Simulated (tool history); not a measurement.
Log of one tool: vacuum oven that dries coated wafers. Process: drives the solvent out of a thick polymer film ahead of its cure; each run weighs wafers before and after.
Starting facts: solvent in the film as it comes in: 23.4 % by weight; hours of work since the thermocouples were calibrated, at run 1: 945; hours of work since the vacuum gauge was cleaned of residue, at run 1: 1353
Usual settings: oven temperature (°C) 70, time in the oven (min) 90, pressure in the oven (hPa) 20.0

| run | hour | oven temperature (°C) | time in the oven (min) | pressure in the oven (hPa) | hours of work since the thermocouples were calibrated | hours of work since the vacuum gauge was cleaned of residue | solvent left in the film (%) |
|---|---|---|---|---|---|---|---|
| 1 | 0.0 | 70 | 90 | 20.0 | 945 | 1353 | 3.22 |
| 2 | 56.6 | 70 | 90 | 20.0 | 979 | 1387 | 3.21 |
| 3 | 166.3 | 70 | 90 | 20.0 | 1043 | 1451 | 3.20 |
| 4 | 263.5 | 70 | 90 | 20.0 | 1101 | 1509 | 3.18 |
| 5 | 366.1 | 70 | 95 | 20.0 | 1161 | 1569 | 2.96 |
| 6 | 420.9 | 70 | 90 | 20.0 | 1193 | 1601 | 3.16 |
| 7 | 519.3 | 70 | 90 | 20.0 | 1251 | 1659 | 3.13 |
| 8 | 637.6 | 70 | 90 | 20.0 | 1321 | 1729 | 3.14 |
| 9 | 726.6 | 70 | 90 | 20.0 | 1373 | 1781 | 3.10 |
|  | 738.8 | vacuum gauge cleaned of residue and calibrated |
| 10 | 805.1 | 70 | 51 | 20.0 | 1419 | 39 | 6.05 |
| 11 | 874.6 | 70 | 51 | 20.0 | 1460 | 80 | 6.02 |
|  | 910.7 | oven's thermocouples calibrated |
| 12 | 938.9 | 71 | 50 | 34.3 | 17 | 117 | 7.46 |
| 13 | 1035.0 | 71 | 50 | 34.3 | 73 | 173 | 7.39 |
| 14 | 1103.0 | 67 | 119 | 43.8 | 113 | 213 | 6.02 |
| 15 | 1198.8 | 75 | 53 | 20.0 | 170 | 270 | 4.32 |
| 16 | 1265.9 | 75 | 53 | 20.0 | 209 | 309 | 4.28 |
| 17 | 1335.9 | 75 | 53 | 51.9 | 250 | 350 | 5.97 |
|  | 1384.8 | vacuum gauge cleaned of residue and calibrated, once more |
| 18 | 1422.6 | 62 | 90 | 69.1 | 301 | 22 | 10.99 |
| 19 | 1532.3 | 62 | 90 | 69.1 | 365 | 87 | 10.91 |

Run 20 is up next; what results do you expect?
| 20 | 1647.7 | 62 | 90 | 62.0 | 433 | 155 | ? |

{"run 20": {"solvent left in the film (%)": 10.39}}
With the hidden condition absent and the run-to-run variation left alone, this run would have shown solvent left in the film (%) 10.69.

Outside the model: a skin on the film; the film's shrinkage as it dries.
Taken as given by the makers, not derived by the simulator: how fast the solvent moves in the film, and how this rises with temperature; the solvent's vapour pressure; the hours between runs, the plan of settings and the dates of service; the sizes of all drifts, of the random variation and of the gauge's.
